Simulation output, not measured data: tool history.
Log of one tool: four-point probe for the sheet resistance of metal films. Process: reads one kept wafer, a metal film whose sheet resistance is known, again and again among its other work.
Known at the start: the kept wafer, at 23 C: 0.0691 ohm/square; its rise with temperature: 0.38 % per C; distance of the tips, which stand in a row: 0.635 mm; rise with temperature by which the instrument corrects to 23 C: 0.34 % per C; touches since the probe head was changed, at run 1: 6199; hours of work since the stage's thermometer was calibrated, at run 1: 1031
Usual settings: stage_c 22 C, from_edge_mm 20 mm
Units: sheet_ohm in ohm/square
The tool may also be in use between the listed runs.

| run | hour | stage_c | from_edge_mm | touches since the probe head was changed | hours of work since the stage's thermometer was calibrated | sheet_ohm |
|---|---|---|---|---|---|---|
| 1 | 0.0 | 22 | 20 | 6199 | 1031 | 0.069045 |
| 2 | 20.6 | 22 | 20 | 6538 | 1044 | 0.069047 |
| 3 | 50.4 | 22 | 20 | 7029 | 1063 | 0.069056 |
| 4 | 77.8 | 22 | 73 | 7480 | 1081 | 0.069018 |
| 5 | 106.1 | 22 | 17 | 7947 | 1099 | 0.069096 |
| 6 | 124.7 | 22 | 17 | 8253 | 1111 | 0.069073 |
| 7 | 156.6 | 22 | 20 | 8779 | 1131 | 0.069081 |
| 8 | 182.1 | 22 | 20 | 9198 | 1148 | 0.069064 |
| 9 | 213.8 | 21 | 20 | 9721 | 1168 | 0.069074 |
| 10 | 242.3 | 21 | 20 | 10189 | 1186 | 0.069053 |
| 11 | 274.2 | 32 | 20 | 10715 | 1207 | 0.069319 |
| 12 | 295.4 | 24 | 20 | 11065 | 1221 | 0.069116 |
| 13 | 328.0 | 22 | 69 | 11602 | 1241 | 0.069067 |
| 14 | 360.8 | 34 | 20 | 12142 | 1263 | 0.069355 |
| 15 | 393.3 | 34 | 20 | 12678 | 1283 | 0.069368 |
| 16 | 412.4 | 19 | 20 | 12991 | 1296 | 0.069039 |
| 17 | 437.1 | 19 | 20 | 13398 | 1312 | 0.069045 |
| 18 | 455.4 | 19 | 20 | 13699 | 1323 | 0.069073 |
| 19 | 486.6 | 22 | 8 | 14214 | 1343 | 0.069297 |
| 20 | 504.4 | 18 | 8 | 14506 | 1355 | 0.069224 |
| 21 | 522.0 | 27 | 5 | 14797 | 1366 | 0.069761 |
| 22 | 542.8 | 21 | 65 | 15139 | 1380 | 0.069067 |
|  | 552.0 | stage's thermometer calibrated |
| 23 | 568.7 | 21 | 65 | 15558 | 11 | 0.069006 |
| 24 | 603.1 | 28 | 73 | 16125 | 33 | 0.069174 |
| 25 | 628.7 | 18 | 50 | 16545 | 49 | 0.068951 |
| 26 | 652.1 | 28 | 8 | 16931 | 64 | 0.069432 |
| 27 | 671.6 | 29 | 4 | 17252 | 77 | 0.070128 |
| 28 | 691.1 | 32 | 17 | 17574 | 89 | 0.069326 |
| 29 | 723.6 | 32 | 17 | 18108 | 110 | 0.069331 |
| 30 | 739.7 | 23 | 9 | 18374 | 121 | 0.069270 |
| 31 | 759.9 | 23 | 13 | 18707 | 134 | 0.069200 |
| 32 | 774.5 | 30 | 4 | 18948 | 143 | 0.070166 |
| 33 | 800.3 | 28 | 14 | 19372 | 160 | 0.069277 |

The same runs without the tool's hidden state, with the same run-to-run variation:
The hidden state here: inner tips' distance over the nominal, %; tips' flats over new ones', %; wafer's true temperature over the reading, C; drift of the gauge itself on sheet_ohm, %.
| run | sheet_ohm |
|---|---|
| 1 | 0.069117 |
| 2 | 0.069115 |
| 3 | 0.069120 |
| 4 | 0.069078 |
| 5 | 0.069152 |
| 6 | 0.069125 |
| 7 | 0.069129 |
| 8 | 0.069108 |
| 9 | 0.069113 |
| 10 | 0.069087 |
| 11 | 0.069351 |
| 12 | 0.069144 |
| 13 | 0.069089 |
| 14 | 0.069375 |
| 15 | 0.069383 |
| 16 | 0.069047 |
| 17 | 0.069050 |
| 18 | 0.069075 |
| 19 | 0.069295 |
| 20 | 0.069219 |
| 21 | 0.069755 |
| 22 | 0.069057 |
| 23 | 0.069044 |
| 24 | 0.069207 |
| 25 | 0.068980 |
| 26 | 0.069458 |
| 27 | 0.070152 |
| 28 | 0.069346 |
| 29 | 0.069347 |
| 30 | 0.069283 |
| 31 | 0.069210 |
| 32 | 0.070174 |
| 33 | 0.069281 |
